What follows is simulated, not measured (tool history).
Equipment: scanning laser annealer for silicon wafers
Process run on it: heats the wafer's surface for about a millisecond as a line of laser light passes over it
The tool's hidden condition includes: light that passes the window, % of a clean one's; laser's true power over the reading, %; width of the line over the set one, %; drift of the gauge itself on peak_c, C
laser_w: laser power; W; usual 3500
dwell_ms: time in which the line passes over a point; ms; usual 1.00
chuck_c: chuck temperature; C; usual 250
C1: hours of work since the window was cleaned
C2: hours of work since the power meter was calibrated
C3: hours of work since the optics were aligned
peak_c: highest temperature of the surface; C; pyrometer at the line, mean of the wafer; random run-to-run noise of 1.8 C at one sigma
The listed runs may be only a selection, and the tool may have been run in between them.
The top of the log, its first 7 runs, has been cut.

run 8 hour=491.6 | laser_w=3500 dwell_ms=0.74 chuck_c=250 | C1=357 C2=1547 C3=186 | peak_c=885
run 9 hour=572.2 | laser_w=3500 dwell_ms=0.99 chuck_c=250 | C1=418 C2=1608 C3=247 | peak_c=987
run 10 hour=643.4 | laser_w=3500 dwell_ms=1.00 chuck_c=250 | C1=472 C2=1662 C3=301 | peak_c=988
-- hour=684.5 optics aligned, line set to its width, once more
run 11 hour=715.4 | laser_w=3500 dwell_ms=1.00 chuck_c=250 | C1=523 C2=1712 C3=23 | peak_c=1020
run 12 hour=795.2 | laser_w=3500 dwell_ms=1.00 chuck_c=250 | C1=583 C2=1773 C3=84 | peak_c=1013
run 13 hour=854.5 | laser_w=3500 dwell_ms=1.00 chuck_c=250 | C1=628 C2=1818 C3=129 | peak_c=1009
run 14 hour=890.9 | laser_w=3500 dwell_ms=1.00 chuck_c=250 | C1=655 C2=1845 C3=156 | peak_c=1008
-- hour=929.2 window over the wafer cleaned
run 15 hour=929.2 | laser_w=3500 dwell_ms=1.00 chuck_c=250 | C1=0 C2=1873 C3=184 | peak_c=1055
run 16 hour=1006.2 | laser_w=3500 dwell_ms=1.10 chuck_c=250 | C1=58 C2=1931 C3=242 | peak_c=1087
run 17 hour=1046.4 | laser_w=3500 dwell_ms=1.00 chuck_c=250 | C1=89 C2=1961 C3=272 | peak_c=1046
run 18 hour=1126.3 | laser_w=3500 dwell_ms=1.00 chuck_c=250 | C1=149 C2=2022 C3=333 | peak_c=1038
run 19 hour=1181.0 | laser_w=3500 dwell_ms=1.00 chuck_c=250 | C1=191 C2=2063 C3=374 | peak_c=1034
run 20 hour=1258.7 | laser_w=3369 dwell_ms=1.00 chuck_c=214 | C1=250 C2=2122 C3=433 | peak_c=960
run 21 hour=1316.0 | laser_w=3566 dwell_ms=1.00 chuck_c=285 | C1=293 C2=2166 C3=477 | peak_c=1079
run 22 hour=1368.0 | laser_w=3624 dwell_ms=0.77 chuck_c=257 | C1=332 C2=2205 C3=516 | peak_c=956
run 23 hour=1414.6 | laser_w=3783 dwell_ms=1.00 chuck_c=212 | C1=368 C2=2240 C3=551 | peak_c=1060
run 24 hour=1456.1 | laser_w=3783 dwell_ms=1.00 chuck_c=212 | C1=399 C2=2272 C3=583 | peak_c=1060
run 25 hour=1507.1 | laser_w=3783 dwell_ms=0.75 chuck_c=212 | C1=438 C2=2310 C3=621 | peak_c=935
run 26 hour=1544.9 | laser_w=3783 dwell_ms=0.75 chuck_c=212 | C1=466 C2=2339 C3=650 | peak_c=932
run 27 hour=1608.0 | laser_w=3639 dwell_ms=0.77 chuck_c=250 | C1=514 C2=2387 C3=698 | peak_c=946
run 28 hour=1664.0 | laser_w=3639 dwell_ms=0.77 chuck_c=250 | C1=556 C2=2429 C3=740 | peak_c=943
run 29 hour=1712.8 | laser_w=3002 dwell_ms=1.00 chuck_c=250 | C1=593 C2=2466 C3=777 | peak_c=882
run 30 hour=1793.6 | laser_w=3200 dwell_ms=0.93 chuck_c=250 | C1=654 C2=2527 C3=838 | peak_c=902
-- hour=1831.6 window over the wafer cleaned
run 31 hour=1844.3 | laser_w=3500 dwell_ms=1.21 chuck_c=236 | C1=10 C2=2564 C3=875 | peak_c=1125

Run 32 has not been measured yet. What should we expect?
run 32 hour=1911.8 | laser_w=3500 dwell_ms=1.21 chuck_c=236 | C1=61 C2=2615 C3=926 | peak_c=?

peak_c: 1121 C
On a tool with no hidden condition, and with the same random variation, this run would have come out at peak_c 1119 C.

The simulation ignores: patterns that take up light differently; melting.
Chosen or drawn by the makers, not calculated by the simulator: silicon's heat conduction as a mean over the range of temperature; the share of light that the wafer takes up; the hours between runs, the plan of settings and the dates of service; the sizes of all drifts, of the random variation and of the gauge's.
